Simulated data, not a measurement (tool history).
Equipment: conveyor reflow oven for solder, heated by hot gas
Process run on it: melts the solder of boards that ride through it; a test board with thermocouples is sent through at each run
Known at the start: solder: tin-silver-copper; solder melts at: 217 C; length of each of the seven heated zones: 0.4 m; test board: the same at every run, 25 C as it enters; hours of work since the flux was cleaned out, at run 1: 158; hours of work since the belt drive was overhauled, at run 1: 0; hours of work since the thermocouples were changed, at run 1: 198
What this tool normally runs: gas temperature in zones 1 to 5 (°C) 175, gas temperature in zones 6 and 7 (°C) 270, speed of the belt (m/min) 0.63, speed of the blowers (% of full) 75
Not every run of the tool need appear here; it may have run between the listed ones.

run    day  gas temperature in zones 1 to 5 (°C)  gas temperature in zones 6 and 7 (°C)  speed of the belt (m/min)  speed of the blowers (% of full)  hours of work since the flux was cleaned out  hours of work since the belt drive was overhauled  hours of work since the thermocouples were changed  highest temperature of the board (°C)  time above the solder's melting point (s)
  1      0                                   175                                    270                       0.63                                75                                           158                                                  0                                                 198                                  258.7                                      62.81
  2  0.208                                   174                                    270                       0.63                                75                                           161                                                  3                                                 201                                  258.6                                      62.32
  3   0.55                                   175                                    284                       0.63                                75                                           166                                                  8                                                 206                                  271.7                                      68.75
  4  0.804                                   175                                    284                       0.63                                75                                           170                                                 12                                                 209                                  271.7                                      68.85
  5  1.162                                   175                                    270                       0.63                                75                                           175                                                 17                                                 215                                  259.1                                      62.89
     1.742  -- flux residue cleaned out of gas plates and filters
  6  1.829                                   176                                    270                       0.63                                75                                             1                                                 24                                                 221                                  258.2                                      62.83
  7  2.258                                   176                                    270                       0.63                                75                                             7                                                 30                                                 227                                  258.5                                      62.81
     2.862  -- flux residue cleaned out of gas plates and filters, once more
  8  2.908                                   176                                    270                       0.63                                75                                             1                                                 36                                                 234                                  259.4                                      63.55
  9  3.338                                   176                                    270                       0.63                                75                                             7                                                 43                                                 240                                  259.4                                      63.48
 10  3.817                                   175                                    270                      0.581                                63                                            14                                                 50                                                 247                                  259.5                                      68.92
 11  4.229                                   175                                    270                      0.581                                63                                            20                                                 56                                                 253                                  259.7                                      68.87
 12  4.558                                   175                                    270                      0.581                                63                                            25                                                 60                                                 258                                  259.6                                      68.98
 13  4.825                                   175                                    268                      0.744                                64                                            28                                                 64                                                 262                                  250.9                                      47.57
 14  5.104                                   173                                    270                       0.63                                82                                            32                                                 68                                                 266                                  259.9                                      62.93
 15    5.4                                   168                                    270                       0.63                                75                                            37                                                 72                                                 270                                  258.3                                      60.28
 16  5.775                                   168                                    270                       0.63                                75                                            42                                                 78                                                 275                                  258.1                                      60.41

Predict the results of run 17:
 17  6.183                                   168                                    270                       0.63                                75                                            48                                                 84                                                 281                                      ?                                          ?

highest temperature of the board (°C): 258.1
time above the solder's melting point (s): 60.27
Take away the tool's hidden state, keep the run-to-run variation as it was, and the same run would have given highest temperature of the board (°C) 258.6, time above the solder's melting point (s) 60.46.

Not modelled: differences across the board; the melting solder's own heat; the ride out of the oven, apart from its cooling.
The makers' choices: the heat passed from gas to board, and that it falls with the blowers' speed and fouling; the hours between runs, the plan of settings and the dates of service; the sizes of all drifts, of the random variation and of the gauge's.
